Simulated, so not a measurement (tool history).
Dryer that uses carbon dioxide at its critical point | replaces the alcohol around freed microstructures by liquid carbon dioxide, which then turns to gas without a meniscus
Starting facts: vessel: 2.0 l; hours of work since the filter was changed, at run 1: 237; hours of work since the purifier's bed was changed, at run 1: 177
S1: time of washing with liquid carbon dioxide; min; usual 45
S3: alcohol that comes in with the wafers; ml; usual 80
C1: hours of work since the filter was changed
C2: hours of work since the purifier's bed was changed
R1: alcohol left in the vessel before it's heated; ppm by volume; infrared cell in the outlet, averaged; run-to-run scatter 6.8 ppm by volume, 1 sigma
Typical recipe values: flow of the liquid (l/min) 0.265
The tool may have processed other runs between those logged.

{"run": 1, "hour": 0.0, "S1": 45, "flow of the liquid (l/min)": 0.265, "S3": 80, "C1": 237, "C2": 177, "R1": 445}
{"run": 2, "hour": 37.6, "S1": 45, "flow of the liquid (l/min)": 0.265, "S3": 80, "C1": 250, "C2": 191, "R1": 460}
{"run": 3, "hour": 95.0, "S1": 45, "flow of the liquid (l/min)": 0.265, "S3": 104, "C1": 270, "C2": 211, "R1": 582}
{"run": 4, "hour": 131.1, "S1": 45, "flow of the liquid (l/min)": 0.265, "S3": 80, "C1": 283, "C2": 224, "R1": 471}
{"run": 5, "hour": 172.6, "S1": 45, "flow of the liquid (l/min)": 0.265, "S3": 80, "C1": 298, "C2": 238, "R1": 464}
{"hour": 216.9, "done": "inlet filter changed"}
{"run": 6, "hour": 225.5, "S1": 45, "flow of the liquid (l/min)": 0.265, "S3": 80, "C1": 3, "C2": 256, "R1": 364}
{"run": 7, "hour": 262.4, "S1": 45, "flow of the liquid (l/min)": 0.265, "S3": 80, "C1": 16, "C2": 269, "R1": 380}
{"run": 8, "hour": 292.1, "S1": 45, "flow of the liquid (l/min)": 0.265, "S3": 80, "C1": 26, "C2": 280, "R1": 390}
{"run": 9, "hour": 350.7, "S1": 45, "flow of the liquid (l/min)": 0.265, "S3": 80, "C1": 47, "C2": 300, "R1": 402}
{"run": 10, "hour": 398.9, "S1": 37, "flow of the liquid (l/min)": 0.265, "S3": 80, "C1": 64, "C2": 317, "R1": 863}
{"run": 11, "hour": 427.5, "S1": 37, "flow of the liquid (l/min)": 0.265, "S3": 80, "C1": 74, "C2": 328, "R1": 852}
{"run": 12, "hour": 472.9, "S1": 48, "flow of the liquid (l/min)": 0.203, "S3": 40, "C1": 90, "C2": 344, "R1": 504}
{"run": 13, "hour": 502.4, "S1": 51, "flow of the liquid (l/min)": 0.203, "S3": 77, "C1": 101, "C2": 354, "R1": 727}
{"run": 14, "hour": 559.7, "S1": 51, "flow of the liquid (l/min)": 0.203, "S3": 77, "C1": 121, "C2": 374, "R1": 766}
{"run": 15, "hour": 616.7, "S1": 54, "flow of the liquid (l/min)": 0.203, "S3": 77, "C1": 141, "C2": 394, "R1": 621}
{"run": 16, "hour": 651.3, "S1": 54, "flow of the liquid (l/min)": 0.203, "S3": 77, "C1": 153, "C2": 406, "R1": 636}
{"run": 17, "hour": 713.7, "S1": 29, "flow of the liquid (l/min)": 0.354, "S3": 115, "C1": 175, "C2": 428, "R1": 1035}
{"run": 18, "hour": 766.5, "S1": 29, "flow of the liquid (l/min)": 0.191, "S3": 60, "C1": 193, "C2": 447, "R1": 3613}
{"run": 19, "hour": 792.7, "S1": 29, "flow of the liquid (l/min)": 0.191, "S3": 60, "C1": 203, "C2": 456, "R1": 3750}
{"run": 20, "hour": 819.5, "S1": 31, "flow of the liquid (l/min)": 0.336, "S3": 24, "C1": 212, "C2": 466, "R1": 310}

Some steps in R1, run to run, broken into two amounts with sign: the step expected even without the hidden condition (settings, incoming material, random variation), and the rest, left for the hidden condition together with whatever gauge scatter is not in both the measured and the hidden-condition-free result:
The tool's hidden condition here consists of: flow that reaches the vessel past the clogged filter, %; alcohol in the recycled carbon dioxide, ppm; drift of the gauge itself on alcohol_ppm, %.
Run 17 -> 18: flow of the liquid (l/min) 0.354 -> 0.191, S3 115 -> 60. R1 +2578 ppm by volume: hidden state +192, all else +2386.
Run 19 -> 20: S1 29 -> 31, flow of the liquid (l/min) 0.191 -> 0.336, S3 60 -> 24. R1 -3440 ppm by volume: hidden state -330, all else -3110.

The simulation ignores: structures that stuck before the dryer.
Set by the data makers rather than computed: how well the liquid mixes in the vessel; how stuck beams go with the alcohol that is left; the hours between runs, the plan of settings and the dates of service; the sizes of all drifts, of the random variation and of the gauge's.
